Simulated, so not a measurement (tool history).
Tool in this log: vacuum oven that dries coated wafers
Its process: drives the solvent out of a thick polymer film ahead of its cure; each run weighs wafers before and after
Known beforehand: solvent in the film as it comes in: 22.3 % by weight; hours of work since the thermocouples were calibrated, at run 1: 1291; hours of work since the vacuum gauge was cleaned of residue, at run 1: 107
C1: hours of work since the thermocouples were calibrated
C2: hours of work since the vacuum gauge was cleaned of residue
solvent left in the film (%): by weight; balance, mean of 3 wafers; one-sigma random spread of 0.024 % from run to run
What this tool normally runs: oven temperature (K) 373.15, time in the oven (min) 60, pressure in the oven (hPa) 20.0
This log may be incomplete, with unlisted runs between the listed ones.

Run 1, hour 0.0: usual settings; C1 1291; C2 107. Result: solvent left in the film (%) 3.51.
Run 2, hour 7.8: usual settings but pressure in the oven (hPa) 21.9; C1 1296; C2 113. Result: solvent left in the film (%) 3.61.
Run 3, hour 14.7: usual settings; C1 1301; C2 118. Result: solvent left in the film (%) 3.48.
Run 4, hour 23.6: usual settings; C1 1308; C2 124. Result: solvent left in the film (%) 3.49.
Run 5, hour 30.2: usual settings; C1 1313; C2 129. Result: solvent left in the film (%) 3.41.
Run 6, hour 42.2: usual settings; C1 1321; C2 138. Result: solvent left in the film (%) 3.49.
Run 7, hour 52.2: usual settings; C1 1329; C2 145. Result: solvent left in the film (%) 3.47.
Run 8, hour 61.1: usual settings but oven temperature (K) 376.15; C1 1335; C2 151. Result: solvent left in the film (%) 2.53.
Run 9, hour 72.9: usual settings but oven temperature (K) 376.15; C1 1344; C2 160. Result: solvent left in the film (%) 2.55.
Run 10, hour 78.2: usual settings but oven temperature (K) 376.15; C1 1347; C2 164. Result: solvent left in the film (%) 2.51.
Run 11, hour 87.2: usual settings but oven temperature (K) 376.15; C1 1354; C2 170. Result: solvent left in the film (%) 2.56.
Run 12, hour 95.5: usual settings but pressure in the oven (hPa) 12.6; C1 1360; C2 176. Result: solvent left in the film (%) 3.02.
Run 13, hour 104.1: usual settings; C1 1366; C2 183. Result: solvent left in the film (%) 3.51.
Run 14, hour 112.3: usual settings but oven temperature (K) 376.15, time in the oven (min) 91, pressure in the oven (hPa) 63.3; C1 1372; C2 188. Result: solvent left in the film (%) 4.50.
Run 15, hour 121.0: usual settings but time in the oven (min) 39, pressure in the oven (hPa) 76.3; C1 1378; C2 195. Result: solvent left in the film (%) 9.02.
Run 16, hour 129.6: usual settings but oven temperature (K) 360.15, pressure in the oven (hPa) 24.3; C1 1385; C2 201. Result: solvent left in the film (%) 9.85.
Run 17, hour 139.8: usual settings but oven temperature (K) 360.15, pressure in the oven (hPa) 24.3; C1 1392; C2 208. Result: solvent left in the film (%) 9.82.
Run 18, hour 146.7: usual settings but oven temperature (K) 360.15, time in the oven (min) 97, pressure in the oven (hPa) 17.9; C1 1397; C2 213. Result: solvent left in the film (%) 6.51.
Run 19, hour 153.7: usual settings but oven temperature (K) 360.15, time in the oven (min) 97, pressure in the oven (hPa) 17.9; C1 1402; C2 218. Result: solvent left in the film (%) 6.54.
Run 20, hour 161.3: usual settings but oven temperature (K) 364.15; C1 1407; C2 224. Result: solvent left in the film (%) 7.41.
Run 21, hour 168.7: usual settings but oven temperature (K) 363.15; C1 1413; C2 229. Result: solvent left in the film (%) 8.01.
Run 22, hour 175.2: usual settings but oven temperature (K) 363.15; C1 1417; C2 234. Result: solvent left in the film (%) 7.98.

Run 23 comes next. What will it give?
Run 23, hour 184.4: usual settings but oven temperature (K) 385.15, pressure in the oven (hPa) 18.3; C1 1424; C2 241. Result: solvent left in the film (%) ?.

solvent left in the film (%): 1.03
With the hidden condition absent and the run-to-run variation left alone, this run would have shown solvent left in the film (%) 1.04.
